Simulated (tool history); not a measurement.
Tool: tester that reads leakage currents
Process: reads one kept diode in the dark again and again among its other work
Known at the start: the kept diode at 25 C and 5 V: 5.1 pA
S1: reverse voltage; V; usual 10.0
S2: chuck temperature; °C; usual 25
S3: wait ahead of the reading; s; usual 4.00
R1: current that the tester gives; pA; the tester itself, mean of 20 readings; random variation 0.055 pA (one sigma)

run    hour    S1  S2    S3      R1
  1     0.0  10.0  25  4.00   13.30
  2   114.7  10.0  25  4.00   13.88
  3   252.1  10.0  25  4.00   14.26
  4   391.6  10.0  25  4.00   14.84
  5   548.5  10.0  25  4.00   15.38
  6   622.2  10.0  25  4.00   15.68
  7   726.7  10.0  25  4.00   16.05
  8   835.7  10.0  25  4.00   16.48
  9   911.7  10.0  40  4.00   39.55
 10  1061.2  10.0  40  4.00   40.28
 11  1149.4  10.0  25  4.00   17.62
 12  1222.8  10.0  25  4.00   18.03
     1305.1  -- chuck's temperature calibrated
 13  1307.7  10.0  33  4.00   27.20
 14  1447.2   2.7  33  4.00   12.46
 15  1598.3   2.7  33  4.00   12.56
 16  1731.5  10.0  25  4.00   20.00
     1779.6  -- chuck's temperature calibrated, once more
 17  1868.9  10.0  25  3.99   19.54
 18  1966.7  10.0  25  4.00   19.96
 19  2049.7  14.2  25  4.00   27.09
 20  2221.8  10.0  25  4.00   21.10
 21  2391.7   7.1  32  8.99   22.22
     2555.1  -- tester calibrated
 22  2565.6  10.0  23  6.40   20.36
 23  2676.0  10.0  51  4.00   90.03
 24  2826.0  16.2  59  0.47  208.97
 25  2912.2   5.6  25  0.78   15.46
 26  3075.0   5.6  25  0.78   15.83
     3139.5  -- probe card cleaned and baked
 27  3171.4   4.1  25  1.74    5.73
 28  3278.2  10.0  25  0.32   13.22
 29  3422.1  12.8  44  0.32   56.82
     3459.3  -- chuck's temperature calibrated
 30  3562.7  12.8  44  0.32   53.31
 31  3724.8   2.8  25  4.00    4.83
 32  3859.1   2.8  25  4.00    4.80
 33  3947.5   6.5  33  0.58   16.42

Forecast run 34:
 34  4047.1  6.5  33  0.58   ?

{"run 34": {"R1": 16.65}}
Without the tool's hidden state the same run would have given R1 14.12 pA.
